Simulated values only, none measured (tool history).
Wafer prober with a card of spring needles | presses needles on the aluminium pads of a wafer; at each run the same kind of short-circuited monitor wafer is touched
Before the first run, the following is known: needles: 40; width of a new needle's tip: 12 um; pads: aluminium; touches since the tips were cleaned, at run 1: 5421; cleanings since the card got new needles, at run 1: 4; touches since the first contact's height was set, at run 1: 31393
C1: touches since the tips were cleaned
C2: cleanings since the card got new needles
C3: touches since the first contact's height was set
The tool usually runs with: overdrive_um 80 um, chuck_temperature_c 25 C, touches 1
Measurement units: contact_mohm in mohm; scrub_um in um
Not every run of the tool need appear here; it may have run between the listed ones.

Run 1, hour 0: usual settings; C1 5421; C2 4; C3 31393. Result: contact_mohm 230 mohm, scrub_um 15.49 um.
At hour 3.6: tips cleaned on abrasive film.
Run 2, hour 8.4: usual settings; C1 1014; C2 5; C3 33148. Result: contact_mohm 202 mohm, scrub_um 15.48 um.
Run 3, hour 15.8: usual settings; C1 2577; C2 5; C3 34711. Result: contact_mohm 217 mohm, scrub_um 15.51 um.
Run 4, hour 22: usual settings; C1 3891; C2 5; C3 36025. Result: contact_mohm 222 mohm, scrub_um 15.5 um.
Run 5, hour 31.7: usual settings but touches 2; C1 5925; C2 5; C3 38059. Result: contact_mohm 212 mohm, scrub_um 15.49 um.
At hour 33.3: tips cleaned on abrasive film.
Run 6, hour 36.4: usual settings; C1 658; C2 6; C3 39040. Result: contact_mohm 199 mohm, scrub_um 15.46 um.
Run 7, hour 44.4: usual settings; C1 2360; C2 6; C3 40742. Result: contact_mohm 217 mohm, scrub_um 15.46 um.
Run 8, hour 50.8: usual settings; C1 3708; C2 6; C3 42090. Result: contact_mohm 224 mohm, scrub_um 15.49 um.
Run 9, hour 59.9: usual settings; C1 5619; C2 6; C3 44001. Result: contact_mohm 233 mohm, scrub_um 15.47 um.
At hour 62.3: tips cleaned on abrasive film.
Run 10, hour 69.4: usual settings but chuck_temperature_c 37 C; C1 1487; C2 7; C3 45988. Result: contact_mohm 210 mohm, scrub_um 15.44 um.
Run 11, hour 74.4: usual settings; C1 2553; C2 7; C3 47054. Result: contact_mohm 213 mohm, scrub_um 15.44 um.
Run 12, hour 81.1: usual settings; C1 3962; C2 7; C3 48463. Result: contact_mohm 223 mohm, scrub_um 15.48 um.
Run 13, hour 85.5: usual settings; C1 4896; C2 7; C3 49397. Result: contact_mohm 228 mohm, scrub_um 15.45 um.
At hour 91.5: tips cleaned on abrasive film.
Run 14, hour 93.2: usual settings; C1 345; C2 8; C3 50996. Result: contact_mohm 200 mohm, scrub_um 15.49 um.
Run 15, hour 102.8: usual settings; C1 2372; C2 8; C3 53023. Result: contact_mohm 218 mohm, scrub_um 15.47 um.
Run 16, hour 111: usual settings; C1 4106; C2 8; C3 54757. Result: contact_mohm 226 mohm, scrub_um 15.48 um.
Run 17, hour 117.8: usual settings; C1 5551; C2 8; C3 56202. Result: contact_mohm 227 mohm, scrub_um 15.47 um.
At hour 120.8: tips cleaned on abrasive film.
Run 18, hour 127.5: usual settings but overdrive_um 97 um, touches 3; C1 1432; C2 9; C3 58235. Result: contact_mohm 196 mohm, scrub_um 18.79 um.
Run 19, hour 137.2: usual settings but overdrive_um 81 um; C1 3473; C2 9; C3 60276. Result: contact_mohm 222 mohm, scrub_um 15.66 um.
Run 20, hour 141.2: usual settings but overdrive_um 81 um; C1 4313; C2 9; C3 61116. Result: contact_mohm 225 mohm, scrub_um 15.65 um.
Run 21, hour 145.9: usual settings but overdrive_um 60 um, chuck_temperature_c 30 C, touches 2; C1 5311; C2 9; C3 62114. Result: contact_mohm 222 mohm, scrub_um 11.58 um.
At hour 150.3: tips cleaned on abrasive film.
Run 22, hour 154.1: usual settings but touches 2; C1 821; C2 10; C3 63832. Result: contact_mohm 195 mohm, scrub_um 15.46 um.
Run 23, hour 161.8: usual settings but chuck_temperature_c 113 C, touches 2; C1 2430; C2 10; C3 65441. Result: contact_mohm 225 mohm, scrub_um 15.46 um.
Run 24, hour 169.4: usual settings but chuck_temperature_c 109 C, touches 3; C1 4050; C2 10; C3 67061. Result: contact_mohm 220 mohm, scrub_um 15.48 um.
Run 25, hour 178.6: usual settings but overdrive_um 78 um, chuck_temperature_c 41 C, touches 2; C1 5994; C2 10; C3 69005. Result: contact_mohm 218 mohm, scrub_um 15.09 um.
At hour 180: tips cleaned on abrasive film.
Run 26, hour 188.3: usual settings; C1 1747; C2 11; C3 71024. Result: contact_mohm 214 mohm, scrub_um 15.45 um.
Run 27, hour 197.8: usual settings; C1 3756; C2 11; C3 73033. Result: contact_mohm 223 mohm, scrub_um 15.41 um.
Run 28, hour 207.3: usual settings; C1 5775; C2 11; C3 75052. Result: contact_mohm 233 mohm, scrub_um 15.45 um.
At hour 209.1: tips cleaned on abrasive film.
Run 29, hour 215.6: usual settings but overdrive_um 77 um, chuck_temperature_c 62 C; C1 1371; C2 12; C3 76779. Result: contact_mohm 216 mohm, scrub_um 14.84 um.
Run 30, hour 220: usual settings but overdrive_um 77 um, chuck_temperature_c 87 C; C1 2289; C2 12; C3 77697. Result: contact_mohm 230 mohm, scrub_um 14.84 um.
Run 31, hour 227.2: usual settings but overdrive_um 77 um, chuck_temperature_c 107 C; C1 3815; C2 12; C3 79223. Result: contact_mohm 241 mohm, scrub_um 14.84 um.
Run 32, hour 232.7: usual settings but chuck_temperature_c 35 C; C1 4984; C2 12; C3 80392. Result: contact_mohm 228 mohm, scrub_um 15.43 um.
At hour 238.5: tips cleaned on abrasive film.
Run 33, hour 242.1: usual settings but overdrive_um 86 um, chuck_temperature_c 35 C, touches 3; C1 751; C2 13; C3 82345. Result: contact_mohm 193 mohm, scrub_um 16.57 um.
Run 34, hour 247.2: usual settings but touches 2; C1 1829; C2 13; C3 83423. Result: contact_mohm 200 mohm, scrub_um 15.43 um.

Below, some changes in contact_mohm between adjacent runs. For each, the amount present without the hidden state too (settings, incoming material, random variation) and the amount remaining for the hidden state with gauge scatter not shared by both compared results:
Hidden conditions of the tool in this case: debris on the tips, nm; way that the needles fall short of the set height, um; tips' diameter, um; drift of the gauge itself on contact_mohm, %; drift of the gauge itself on scrub_um, %.
Run 13 -> 14: tips cleaned on abrasive film. contact_mohm -28 mohm: hidden state -32, all else +4.
Run 17 -> 18: overdrive_um 80 -> 97, touches 1 -> 3, tips cleaned on abrasive film. contact_mohm -31 mohm: hidden state -35, all else +4.
Run 22 -> 23: chuck_temperature_c 25 -> 113. contact_mohm +30 mohm: hidden state +8, all else +22.
Run 32 -> 33: overdrive_um 80 -> 86, touches 1 -> 3, tips cleaned on abrasive film. contact_mohm -35 mohm: hidden state -35, all else +0.
